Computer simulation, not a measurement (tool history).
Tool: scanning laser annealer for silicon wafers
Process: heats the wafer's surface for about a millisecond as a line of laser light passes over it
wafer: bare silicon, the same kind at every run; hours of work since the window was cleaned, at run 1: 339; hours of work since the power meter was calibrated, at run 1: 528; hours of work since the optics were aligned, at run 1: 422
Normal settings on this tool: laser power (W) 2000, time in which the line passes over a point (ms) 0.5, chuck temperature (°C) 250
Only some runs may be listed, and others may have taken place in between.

run,day,laser power (W),time in which the line passes over a point (ms),chuck temperature (°C),hours of work since the window was cleaned,hours of work since the power meter was calibrated,hours of work since the optics were aligned,highest temperature of the surface (°C)
1,0,2000,0.5,250,339,528,422,961
# day 0.825: window over the wafer cleaned
2,1.612,2000,0.5,250,13,553,446,989
3,3.733,2000,0.5,233,46,587,480,970
4,6.375,2000,0.372,250,89,629,522,887
5,8.242,2000,0.372,250,119,659,552,884
6,9.488,2000,0.464,250,138,679,572,951
7,11.979,2000,0.464,250,178,718,612,947
8,14.658,2000,0.464,250,221,761,655,944
9,16.288,2000,0.464,250,247,787,681,942
10,18.633,2000,0.464,250,285,825,718,939
11,20.588,2000,0.619,250,316,856,749,1034
12,22.004,2000,0.619,250,338,879,772,1030
# day 22.862: window over the wafer cleaned
13,23.992,2000,0.5,235,18,909,803,970
14,25.146,2000,0.5,235,36,927,821,968
15,27.138,2000,0.5,214,68,959,853,942
16,28.504,2000,0.596,214,90,981,875,1000
17,30.3,2000,0.596,214,119,1010,903,1002
18,31.588,2000,0.5,236,139,1030,924,960
19,33.038,2000,0.5,250,163,1054,947,968
20,34.904,2000,0.5,260,192,1083,977,979
21,37.442,2000,0.5,260,233,1124,1017,976
22,40.175,2000,0.5,260,277,1168,1061,969
23,42.658,2000,0.5,285,316,1207,1101,990

For run 24, what comes out?
24,44.329,2000,0.5,285,343,1234,1128,?

Run 24 produced highest temperature of the surface (°C) 991.
With no hidden state in the tool, this same run would have given highest temperature of the surface (°C) 1030.

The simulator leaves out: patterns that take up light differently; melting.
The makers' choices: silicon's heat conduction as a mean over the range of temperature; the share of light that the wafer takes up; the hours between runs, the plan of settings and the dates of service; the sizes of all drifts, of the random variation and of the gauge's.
